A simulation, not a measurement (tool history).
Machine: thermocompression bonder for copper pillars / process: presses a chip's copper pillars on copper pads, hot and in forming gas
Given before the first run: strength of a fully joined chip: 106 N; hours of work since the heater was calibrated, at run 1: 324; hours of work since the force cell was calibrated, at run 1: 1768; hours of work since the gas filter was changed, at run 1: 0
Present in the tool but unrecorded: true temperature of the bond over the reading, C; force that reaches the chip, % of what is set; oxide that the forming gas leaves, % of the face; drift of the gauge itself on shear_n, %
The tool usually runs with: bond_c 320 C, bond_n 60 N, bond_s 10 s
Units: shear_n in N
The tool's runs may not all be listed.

run	hour	bond_c	bond_n	bond_s	hours of work since the heater was calibrated	hours of work since the force cell was calibrated	hours of work since the gas filter was changed	shear_n
1	0.0	320	60	10	324	1768	0	71.5
2	40.9	320	60	10	352	1796	28	69.7
3	90.7	333	60	10	386	1830	62	77.2
4	122.0	333	60	10	407	1851	83	76.1
5	172.6	292	60	10	442	1886	118	53.9
6	233.2	292	60	10	483	1927	159	55.2
# hour 244.3: forming gas filter changed
7	291.4	292	60	10	522	1967	32	55.9
8	343.0	320	60	10	558	2002	67	70.8
9	384.5	320	60	10	586	2030	96	70.2
10	431.2	320	60	13	618	2062	128	74.2
# hour 480.8: force cell calibrated
# hour 492.0: forming gas filter changed
11	498.2	320	49	10	662	12	4	65.4
12	557.7	320	49	10	703	52	45	64.6
13	610.0	320	49	10	738	88	81	64.5
14	643.0	320	49	10	761	110	103	64.8
15	679.8	320	49	10	786	136	128	63.1
16	722.8	320	49	10	816	165	158	64.0
# hour 737.2: forming gas filter changed
17	779.2	320	49	10	854	203	29	63.8
18	812.9	320	49	26	877	226	52	84.4
19	854.0	320	49	26	905	254	80	82.9
20	907.0	320	49	26	941	290	116	81.0
21	953.7	300	44	19	973	322	148	63.5
# hour 982.8: forming gas filter changed
22	1012.2	305	59	10	1012	362	20	62.0
23	1076.3	320	48	5	1056	406	64	52.1
24	1145.9	313	45	5	1104	453	111	45.9
25	1201.0	320	89	10	1141	491	149	79.3
# hour 1226.8: forming gas filter changed
26	1245.1	320	89	10	1171	520	12	80.2
27	1306.5	317	72	5	1213	562	54	59.0
28	1350.7	333	50	5	1243	593	85	58.2
29	1382.8	314	43	7	1265	614	107	51.3
30	1413.0	314	43	7	1286	635	127	52.0
31	1453.5	348	65	9	1313	663	155	82.0
# hour 1474.9: forming gas filter changed
32	1522.5	320	87	7	1360	710	33	72.4
33	1575.9	296	38	10	1397	746	69	46.7
34	1620.5	299	38	10	1427	776	99	47.0
35	1672.2	344	66	10	1462	812	135	84.1
# hour 1720.9: forming gas filter changed
36	1739.4	290	66	28	1508	857	13	77.8
37	1788.0	290	66	22	1541	890	46	72.2
38	1821.5	332	69	7	1564	913	69	72.0
39	1858.9	332	69	7	1589	939	94	71.7

Consider 4 possible next runs. They are alternatives, not a sequence: every one starts from the tool as it was left by run 39. What does each give?
A	1923.9	330	69	8	1634	983	139	?
B	1923.9	332	69	16	1634	983	139	?
C	1923.9	314	81	7	1634	983	139	?
D	1923.9	320	40	10	1634	983	139	?

run	shear_n
A	75.1
B	85.4
C	68.2
D	59.5
Stripped of hidden state, with their random variation kept, the same runs would have yielded:
run	shear_n
A	75.8
B	86.2
C	68.9
D	60.1
